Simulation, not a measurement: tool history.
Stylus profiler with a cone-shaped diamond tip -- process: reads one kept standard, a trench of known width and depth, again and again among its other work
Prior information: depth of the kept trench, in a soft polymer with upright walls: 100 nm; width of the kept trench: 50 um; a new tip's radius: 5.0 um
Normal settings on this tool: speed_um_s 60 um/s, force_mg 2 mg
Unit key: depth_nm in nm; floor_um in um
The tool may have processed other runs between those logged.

run	hour	speed_um_s	force_mg	depth_nm	floor_um
1	0	60	2	101.14	47.29
2	110.4	60	2	101.1	47.3
3	185.7	60	2	101.07	47.21
4	277.9	60	2	101.1	47.24
5	375.9	60	2	101.18	47.2
6	467.9	60	2	101.19	47.17
7	587.7	60	2	101.19	47.17
8	697.6	60	2	101.1	47.17
9	772.2	60	2	101.19	47.17
10	886.5	60	2	101.19	47.08
11	962.8	60	2	101.21	47.13
12	1039.8	60	2	101.21	47.01
13	1170.2	25	2	101.32	47.27
14	1297.5	34	2	101.22	47.17
15	1422.7	34	2	101.22	47.12
16	1523.3	34	2	101.24	47.13
17	1623.1	34	2	101.29	47.13
# hour 1668.9: height scale calibrated on a step standard
18	1689	34	2	101.01	47.06
19	1782.1	34	2	101	47.08
20	1900.3	34	2	101.03	47.06
21	1967.4	34	2	101.08	47.05
22	2088.1	54	2	101.08	46.88
23	2195.6	54	2	101.01	46.89
24	2291.6	145	2	101.1	46.15
25	2389.9	113	3.79	101.64	46.56
26	2519	35	2.14	101.1	46.98
27	2604.8	35	2.14	101.16	46.85
28	2716.5	201	2.22	101.17	45.76
29	2782	201	2.22	101.22	45.72
# hour 2838.1: new tip fitted, height scale calibrated
30	2838.1	60	1.24	100.76	47.43
31	2898.6	60	1.24	100.8	47.38
32	3006.5	60	3.5	101.45	47.63
33	3109.8	60	3.5	101.58	47.57
34	3221.2	60	3.5	101.54	47.56
35	3329.7	22	3.1	101.38	47.74
36	3440.7	236	2	101.11	46.13
37	3529.5	236	2.38	101.18	46.2
38	3638.2	236	2.38	101.2	46.2
39	3710.1	20	2.38	101.19	47.61
40	3791.7	163	3.53	101.63	46.79
41	3856	82	1.6	101.03	47.03
42	3979.2	67	1.5	101.02	47.11
43	4105.6	67	1.5	100.99	47.12
44	4206.5	97	2.45	101.29	47.03
45	4272.8	97	2.45	101.33	46.97
46	4361.4	19	0.99	100.83	47.39

Branching from run 46: 4 alternative next runs. What would each branch give?
A	4473.7	46	2.76	?	?
B	4473.7	60	2.78	?	?
C	4473.7	67	4.34	?	?
D	4473.7	21	2	?	?

run	depth_nm	floor_um
A	101.44	47.31
B	101.43	47.2
C	101.84	47.25
D	101.25	47.4
What these runs would have given with no unlogged condition in the tool:
run	depth_nm	floor_um
A	101.22	47.75
B	101.22	47.65
C	101.62	47.7
D	101.04	47.85
